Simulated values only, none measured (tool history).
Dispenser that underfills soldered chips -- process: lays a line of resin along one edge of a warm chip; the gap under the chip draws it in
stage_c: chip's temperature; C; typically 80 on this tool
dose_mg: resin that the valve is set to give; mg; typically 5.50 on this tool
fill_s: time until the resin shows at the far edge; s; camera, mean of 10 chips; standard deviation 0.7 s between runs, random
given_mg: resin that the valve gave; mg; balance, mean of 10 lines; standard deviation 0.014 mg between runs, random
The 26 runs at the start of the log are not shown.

run	hour	stage_c	dose_mg	hours of work since the syringe was changed	hours of work since the valve was cleaned	hours of work since the stage was calibrated	fill_s	given_mg
# hour 283.3: dispensing valve cleaned and set on the balance
27	283.5	80	4.88	10	0	335	105.6	4.90
# hour 284.9: new syringe of resin
28	297.1	80	6.26	8	9	344	91.3	6.24
# hour 301.8: new syringe of resin
29	307.8	80	6.26	4	16	351	72.0	6.23
# hour 319.0: new syringe of resin
30	322.3	88	4.74	2	25	360	54.0	4.67
# hour 335.8: new syringe of resin
31	336.6	86	5.35	0	35	369	51.0	5.27
32	347.8	86	4.88	8	42	377	75.8	4.78
# hour 352.9: new syringe of resin
33	363.4	86	4.88	7	52	387	71.3	4.80
# hour 369.8: new syringe of resin
34	370.0	86	4.88	0	56	391	52.0	4.78

Predict each of these 4 candidate next runs independently; none follows another, all start after run 34:
A	381.0	80	7.09	7	64	399	?	?
B	381.0	81	4.72	7	64	399	?	?
C	381.0	76	6.49	7	64	399	?	?
D	381.0	82	5.22	7	64	399	?	?

run	fill_s	given_mg
A	86.9	6.97
B	91.2	4.64
C	101.3	6.36
D	85.7	5.12
Stripped of hidden state, with their random variation kept, the same runs would have yielded:
run	fill_s	given_mg
A	61.5	7.12
B	64.1	4.74
C	71.5	6.49
D	60.3	5.23

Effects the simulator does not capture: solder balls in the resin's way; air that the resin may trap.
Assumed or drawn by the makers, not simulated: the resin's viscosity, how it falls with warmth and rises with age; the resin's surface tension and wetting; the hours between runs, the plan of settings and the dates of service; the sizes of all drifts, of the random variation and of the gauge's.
